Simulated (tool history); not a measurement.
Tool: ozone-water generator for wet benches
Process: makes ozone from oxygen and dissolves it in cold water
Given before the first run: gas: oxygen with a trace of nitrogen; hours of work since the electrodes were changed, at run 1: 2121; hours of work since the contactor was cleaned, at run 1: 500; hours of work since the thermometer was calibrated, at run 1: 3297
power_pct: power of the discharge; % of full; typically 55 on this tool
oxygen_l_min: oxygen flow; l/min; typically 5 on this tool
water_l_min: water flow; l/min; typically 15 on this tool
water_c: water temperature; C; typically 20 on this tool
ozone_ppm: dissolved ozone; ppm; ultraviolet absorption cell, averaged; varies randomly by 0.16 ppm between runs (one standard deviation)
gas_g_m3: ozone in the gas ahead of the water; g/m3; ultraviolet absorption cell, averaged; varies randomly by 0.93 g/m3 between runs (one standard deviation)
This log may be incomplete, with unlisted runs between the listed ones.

run	hour	power_pct	oxygen_l_min	water_l_min	water_c	hours of work since the electrodes were changed	hours of work since the contactor was cleaned	hours of work since the thermometer was calibrated	ozone_ppm	gas_g_m3
1	0	55	5	15	20	2121	500	3297	20.4	157.1
2	110.4	55	5	9	20	2192	570	3368	27.7	157.5
3	228.2	55	5	9	20	2267	645	3443	27.9	156.2
4	282.4	55	5	9	20	2301	680	3477	28.3	157.6
5	407.5	55	5	15	20	2381	759	3557	20.5	155.2
6	477.4	55	5	13	20	2426	804	3602	22.3	155.7
7	552.2	55	5	13	20	2473	852	3649	22.5	155
8	653.5	55	5	13	17	2538	916	3714	23.6	156.5
9	739.9	55	4.6	13	17	2593	971	3769	24.2	163.8
10	818.5	55	4.6	13	12	2643	1021	3819	26	165.1
11	940.6	55	4.6	13	12	2721	1099	3897	26	163.3
12	999.1	55	4.6	13	12	2758	1137	3934	26	162.1
13	1098.4	55	5	15	20	2822	1200	3998	20.2	154.2
14	1174.3	55	5	15	20	2870	1248	4046	20.3	154.6
15	1245.4	55	5	15	20	2915	1294	4091	20.3	153.5
16	1323.2	55	5	15	20	2965	1343	4141	20.4	153.7
17	1403.2	95	6.02	15	15	3016	1394	4192	29.7	193.4
# hour 1425.2: water thermometer calibrated
18	1500.5	53	3.36	21	20	3078	1456	48	15.6	194.2
19	1599.4	88	5	15	19	3141	1519	111	27.7	206.3
20	1675.9	88	5	15	19	3189	1568	160	27.5	205.6
21	1792.9	56	5	16	20	3264	1642	234	19.5	154.5
22	1871.6	56	5	16	14	3314	1693	285	21.3	156
23	1940.2	75	7.1	10	19	3358	1736	328	29.2	147.6
24	2059.5	75	7.1	10	19	3434	1812	404	29.1	147.1
25	2185	47	3.19	12	25	3514	1892	484	21.6	186.5
26	2241.7	98	3.19	12	25	3550	1929	521	34	294.1
# hour 2261.9: gauge calibrated
27	2335.4	98	3.19	12	25	3610	1988	580	34	304.5
28	2428.3	89	4.67	17	24	3669	2048	640	24.2	219
29	2551	89	4.67	17	24	3747	2126	718	23.6	222
30	2610.7	89	4.67	17	13	3785	2164	756	27.8	220.5
31	2735.6	98	5	15	20	3865	2243	836	29.2	223.4
32	2806.2	55	2.58	12	23	3910	2288	880	25.2	241.4

Below are 4 alternative next runs, each starting from the tool's condition after run 32. Predict each:
A	2907.8	55	2.58	12	17	3975	2353	945	?	?
B	2907.8	82	7.33	19	23	3975	2353	945	?	?
C	2907.8	55	5	17	20	3975	2353	945	?	?
D	2907.8	55	2.58	21	13	3975	2353	945	?	?

run	ozone_ppm	gas_g_m3
A	27.7	240.8
B	19.4	155.6
C	18.5	155.2
D	16.9	241.2
Take away the tool's hidden state, keep each run's random variation, and the runs would have read:
run	ozone_ppm	gas_g_m3
A	27.8	243.4
B	19.4	157.4
C	18.6	156.8
D	17	243.7
